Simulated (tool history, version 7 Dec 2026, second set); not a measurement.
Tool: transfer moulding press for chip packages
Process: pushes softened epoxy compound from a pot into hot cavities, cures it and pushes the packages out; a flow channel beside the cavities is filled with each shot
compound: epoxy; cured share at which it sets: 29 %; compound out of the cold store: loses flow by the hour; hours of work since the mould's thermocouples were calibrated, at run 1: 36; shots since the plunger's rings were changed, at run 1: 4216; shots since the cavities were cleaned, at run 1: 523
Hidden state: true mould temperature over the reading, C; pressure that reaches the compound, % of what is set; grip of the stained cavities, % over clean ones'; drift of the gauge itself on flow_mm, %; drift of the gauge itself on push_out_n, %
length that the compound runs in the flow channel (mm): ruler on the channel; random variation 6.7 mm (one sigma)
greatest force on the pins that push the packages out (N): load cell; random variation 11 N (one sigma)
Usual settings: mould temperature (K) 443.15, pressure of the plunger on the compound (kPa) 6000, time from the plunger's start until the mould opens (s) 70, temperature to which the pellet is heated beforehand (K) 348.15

run	day	mould temperature (K)	pressure of the plunger on the compound (kPa)	time from the plunger's start until the mould opens (s)	temperature to which the pellet is heated beforehand (K)	hours of work since the mould's thermocouples were calibrated	shots since the plunger's rings were changed	shots since the cavities were cleaned	incoming compound's hours out of the cold store	length that the compound runs in the flow channel (mm)	greatest force on the pins that push the packages out (N)
1	0	443.15	6000	70	348.15	36	4216	523	45.4	725	480
2	0.542	443.15	6000	70	348.15	42	4334	641	31.9	783	509
3	1.154	443.15	6000	70	342.15	48	4467	774	16.8	855	518
# day 1.971: cavities cleaned with cleaning compound and waxed
4	1.971	443.15	6000	70	342.15	56	4630	0	33.8	773	496
5	2.479	448.15	6000	70	348.15	61	4741	111	31.4	775	420
6	3.171	448.15	6000	70	348.15	68	4891	261	25.6	803	449
7	3.85	448.15	6000	70	348.15	75	5039	409	42	724	448
8	4.792	443.15	6000	99	348.15	85	5244	614	13.9	877	430
9	5.538	443.15	6000	99	348.15	92	5406	776	30.1	791	433
# day 6.371: cavities cleaned with cleaning compound and waxed
10	6.588	443.15	6000	70	348.15	103	5620	47	15.5	875	506
# day 6.804: plunger's sealing rings changed
11	7.846	443.15	6000	70	339.15	115	226	297	12.9	890	491
12	8.492	443.15	6000	70	339.15	121	367	438	21.1	828	502
13	8.992	442.15	6000	70	339.15	126	476	547	44.5	726	517
14	9.825	443.15	6000	70	339.15	135	656	727	11.9	896	528
# day 10.858: cavities cleaned with cleaning compound and waxed
15	10.975	443.15	6000	70	339.15	146	893	26	45.1	715	479
16	12.117	437.15	6000	90	348.15	158	1141	274	22.1	848	480
17	13.296	436.15	5890	74	348.15	170	1398	531	33.8	785	629
18	14.079	443.15	6770	73	354.15	178	1567	700	8.2	967	498
19	15.142	443.15	6770	73	354.15	189	1799	932	13.1	934	493
# day 15.312: cavities cleaned with cleaning compound and waxed
20	15.925	443.15	6370	54	348.15	197	1955	133	19.6	875	806
21	16.758	443.15	6370	54	348.15	205	2136	314	8.7	938	928
22	17.3	443.15	6370	54	348.15	211	2254	432	42.9	744	754
23	18.017	443.15	6750	70	348.15	218	2409	587	45.6	757	476
24	19.2	446.15	6750	70	339.15	230	2667	845	24.4	862	486
# day 19.738: cavities cleaned with cleaning compound and waxed
25	20.396	446.15	6750	70	339.15	242	2913	143	15.7	910	471
26	21.454	436.15	5620	83	341.15	253	3143	373	36.6	751	504
27	22.462	447.15	5620	83	345.15	263	3362	592	15.8	845	432
28	23.062	443.15	6000	72	342.15	270	3492	722	14.8	860	497

Forecast each of these 3 alternatives for the next run:
A	23.579	441.15	5650	57	348.15	275	3604	834	25	?	?
B	23.579	443.15	6030	88	347.15	275	3604	834	45.3	?	?
C	23.579	436.15	6000	102	342.15	275	3604	834	21.3	?	?

run	length that the compound runs in the flow channel (mm)	greatest force on the pins that push the packages out (N)
A	789	822
B	714	445
C	835	457
Without the tool's hidden state the same runs would have given:
run	length that the compound runs in the flow channel (mm)	greatest force on the pins that push the packages out (N)
A	790	814
B	714	440
C	836	452
